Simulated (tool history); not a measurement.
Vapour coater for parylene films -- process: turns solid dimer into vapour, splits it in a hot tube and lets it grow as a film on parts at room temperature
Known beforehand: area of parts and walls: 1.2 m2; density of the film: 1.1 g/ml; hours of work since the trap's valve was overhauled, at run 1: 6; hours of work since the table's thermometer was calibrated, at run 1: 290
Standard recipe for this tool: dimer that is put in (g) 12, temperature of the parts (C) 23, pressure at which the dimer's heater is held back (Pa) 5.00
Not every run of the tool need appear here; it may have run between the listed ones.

run	day	dimer that is put in (g)	temperature of the parts (C)	pressure at which the dimer's heater is held back (Pa)	hours of work since the trap's valve was overhauled	hours of work since the table's thermometer was calibrated	thickness of the film (µm)
1	0.000	12	23	5.00	6	290	5.04
2	1.021	12	23	5.00	27	311	5.07
3	1.971	12	23	5.00	47	330	5.07
4	2.912	12	23	11.65	66	350	4.74
5	4.017	6	23	5.00	88	372	2.51
6	5.179	6	23	5.00	112	396	2.53
7	6.750	6	23	5.00	144	428	2.51
8	7.500	6	23	5.00	159	443	2.48
9	8.979	11	23	2.98	189	473	4.76
10	10.312	11	23	2.98	216	500	4.79
11	11.021	9	29	2.98	231	515	3.03

3 ways to go on from here, each from the tool as it stands after run 11. What would each give?
A	12.267	9	29	4.70	256	540	?
B	12.267	18	28	8.67	256	540	?
C	12.267	13	29	2.98	256	540	?

run	thickness of the film (µm)
A	2.92
B	5.75
C	4.37
Without the tool's unlogged condition, the same runs would have read:
run	thickness of the film (µm)
A	3.08
B	6.06
C	4.60
